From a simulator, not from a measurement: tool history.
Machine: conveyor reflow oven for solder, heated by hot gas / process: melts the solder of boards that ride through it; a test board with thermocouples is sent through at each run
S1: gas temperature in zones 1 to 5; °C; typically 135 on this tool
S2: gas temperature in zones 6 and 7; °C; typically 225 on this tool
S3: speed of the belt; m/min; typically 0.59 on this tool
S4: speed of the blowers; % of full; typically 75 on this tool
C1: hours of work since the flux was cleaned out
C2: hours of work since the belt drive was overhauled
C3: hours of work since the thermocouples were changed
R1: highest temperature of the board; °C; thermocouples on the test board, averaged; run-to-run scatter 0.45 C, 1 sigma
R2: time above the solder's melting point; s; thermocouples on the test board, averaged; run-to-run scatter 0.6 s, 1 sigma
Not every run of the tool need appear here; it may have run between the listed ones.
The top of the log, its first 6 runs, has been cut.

run 7 hour=160.9 | S1=135 S2=225 S3=0.59 S4=82 | C1=427 C2=1186 C3=1186 | R1=207.9 R2=52.3
run 8 hour=182.1 | S1=135 S2=225 S3=0.59 S4=75 | C1=443 C2=1202 C3=1202 | R1=205.8 R2=50.1
run 9 hour=203.7 | S1=135 S2=225 S3=0.59 S4=60 | C1=460 C2=1219 C3=1219 | R1=201.5 R2=43.9
-- hour=216.7 thermocouples of zones 6 and 7 changed
-- hour=234.5 belt drive overhauled, speed set with a stopwatch
-- hour=243.8 flux residue cleaned out of gas plates and filters
run 10 hour=251 | S1=135 S2=225 S3=0.59 S4=75 | C1=6 C2=9 C3=20 | R1=211.2 R2=57.9
run 11 hour=285.8 | S1=135 S2=225 S3=0.59 S4=90 | C1=33 C2=36 C3=47 | R1=213.8 R2=61.6
run 12 hour=321.5 | S1=135 S2=225 S3=0.59 S4=90 | C1=61 C2=64 C3=75 | R1=213.4 R2=60.9
-- hour=338.7 belt drive overhauled, speed set with a stopwatch, once more
run 13 hour=350.1 | S1=135 S2=237 S3=0.59 S4=90 | C1=80 C2=9 C3=95 | R1=224.8 R2=65.4
run 14 hour=377.1 | S1=135 S2=237 S3=0.59 S4=90 | C1=102 C2=30 C3=116 | R1=223.8 R2=66.1
run 15 hour=406.4 | S1=135 S2=237 S3=0.59 S4=90 | C1=125 C2=53 C3=139 | R1=223.3 R2=65.9
run 16 hour=424.5 | S1=135 S2=237 S3=0.59 S4=90 | C1=139 C2=67 C3=153 | R1=223.3 R2=65.7
run 17 hour=448.8 | S1=135 S2=237 S3=0.59 S4=90 | C1=158 C2=86 C3=172 | R1=223.3 R2=65.5
run 18 hour=483.4 | S1=135 S2=237 S3=0.59 S4=90 | C1=185 C2=114 C3=199 | R1=221.9 R2=64.7
run 19 hour=517.3 | S1=135 S2=237 S3=0.59 S4=90 | C1=212 C2=140 C3=226 | R1=222.7 R2=65.4
run 20 hour=541 | S1=131 S2=237 S3=0.59 S4=59 | C1=230 C2=159 C3=245 | R1=215.2 R2=55.7
run 21 hour=562.2 | S1=131 S2=237 S3=0.59 S4=59 | C1=247 C2=176 C3=261 | R1=214.3 R2=55.5
run 22 hour=600.4 | S1=133 S2=225 S3=0.513 S4=53 | C1=277 C2=206 C3=291 | R1=207 R2=57
run 23 hour=634.4 | S1=133 S2=225 S3=0.513 S4=53 | C1=304 C2=232 C3=318 | R1=207.2 R2=56.6
run 24 hour=658 | S1=136 S2=217 S3=0.548 S4=70 | C1=322 C2=251 C3=336 | R1=202.2 R2=49.7
run 25 hour=686.8 | S1=135 S2=216 S3=0.632 S4=75 | C1=345 C2=273 C3=359 | R1=198.2 R2=34.7
run 26 hour=714.8 | S1=132 S2=232 S3=0.502 S4=76 | C1=367 C2=295 C3=381 | R1=218.3 R2=72.3
run 27 hour=740.7 | S1=138 S2=225 S3=0.709 S4=68 | C1=387 C2=316 C3=401 | R1=200.5 R2=33.9
run 28 hour=757.7 | S1=138 S2=225 S3=0.709 S4=68 | C1=401 C2=329 C3=415 | R1=200.5 R2=32.8
run 29 hour=796.7 | S1=135 S2=228 S3=0.59 S4=75 | C1=431 C2=360 C3=445 | R1=209.7 R2=53.6
run 30 hour=833.5 | S1=135 S2=225 S3=0.573 S4=89 | C1=460 C2=389 C3=474 | R1=209.9 R2=56.6
run 31 hour=856.2 | S1=135 S2=217 S3=0.59 S4=75 | C1=478 C2=406 C3=492 | R1=199.7 R2=40.4

Alternative continuations, all from the tool just after run 31; predict every row:
-- hour=868 flux residue cleaned out of gas plates and filters
run A hour=881.8 | S1=142 S2=225 S3=0.597 S4=68 | C1=11 C2=423 C3=508 | R1=? R2=?
-- hour=868 flux residue cleaned out of gas plates and filters
run B hour=881.8 | S1=121 S2=237 S3=0.59 S4=67 | C1=11 C2=423 C3=508 | R1=? R2=?
-- hour=868 flux residue cleaned out of gas plates and filters
run C hour=881.8 | S1=121 S2=222 S3=0.511 S4=75 | C1=11 C2=423 C3=508 | R1=? R2=?

run=A R1=209.5 R2=55.1
run=B R1=216 R2=54.6
run=C R1=208.2 R2=59
With no hidden state in the tool, these same runs would have given:
run=A R1=210.7 R2=55.9
run=B R1=217.3 R2=55.2
run=C R1=209.6 R2=60

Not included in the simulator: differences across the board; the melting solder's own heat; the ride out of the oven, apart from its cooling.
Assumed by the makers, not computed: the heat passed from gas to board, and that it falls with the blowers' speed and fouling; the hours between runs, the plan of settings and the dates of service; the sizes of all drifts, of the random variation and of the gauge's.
